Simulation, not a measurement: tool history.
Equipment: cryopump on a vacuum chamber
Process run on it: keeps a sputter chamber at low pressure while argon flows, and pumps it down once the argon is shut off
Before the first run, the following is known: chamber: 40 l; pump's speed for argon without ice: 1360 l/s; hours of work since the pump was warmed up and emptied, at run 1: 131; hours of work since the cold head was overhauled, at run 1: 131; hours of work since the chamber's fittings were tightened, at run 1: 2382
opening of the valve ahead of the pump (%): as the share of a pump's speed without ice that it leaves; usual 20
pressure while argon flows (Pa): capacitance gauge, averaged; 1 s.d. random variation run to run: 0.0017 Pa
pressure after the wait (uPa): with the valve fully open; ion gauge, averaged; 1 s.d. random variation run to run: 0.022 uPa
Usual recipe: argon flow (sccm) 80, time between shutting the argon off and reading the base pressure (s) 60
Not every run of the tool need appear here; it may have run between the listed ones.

run,hour,argon flow (sccm),time between shutting the argon off and reading the base pressure (s),opening of the valve ahead of the pump (%),hours of work since the pump was warmed up and emptied,hours of work since the cold head was overhauled,hours of work since the chamber's fittings were tightened,pressure while argon flows (Pa),pressure after the wait (uPa)
1,0,80,60,20,131,131,2382,0.5012,1.92
2,11.5,80,60,20,141,141,2392,0.5028,1.99
3,22.7,80,103,20,151,151,2402,0.5039,1.82
4,35.7,80,103,20,162,162,2414,0.5025,1.8
5,47,80,210,20,172,172,2424,0.5048,1.71
6,70.6,80,210,20,193,193,2445,0.5034,1.66
7,86.2,80,60,50,207,207,2459,0.2083,2.03
8,102.4,40,60,27,221,221,2473,0.1894,2.13
# hour 122.1: leaking fittings of the chamber tightened, without venting
9,122.7,80,249,20,238,238,1,0.5085,0.38
10,146.4,80,249,20,259,259,21,0.5084,0.41
11,169.2,119,50,20,279,279,42,0.7557,0.81
12,186.7,80,60,33,294,294,57,0.315,0.73
13,202.3,58,60,20,308,308,71,0.3712,0.76

Across each entry between runs, compare the hidden state at the last listed run before it with the hidden state at the first listed run after it:
In the gap between runs 8 and 9: leaking fittings of the chamber tightened, without venting (hour 122.1)
  pump's speed, % of a pump's without ice: 91.6 -> 91; cold plate's temperature, K: 12.25 -> 12.26; leak into the chamber, uPa l/s: 2064 -> 369
  the result without the hidden state subtracted from the measured one, pressure while argon flows (Pa): +0.0048 -> +0.0104; pressure after the wait (uPa): +1.47 -> +0.08
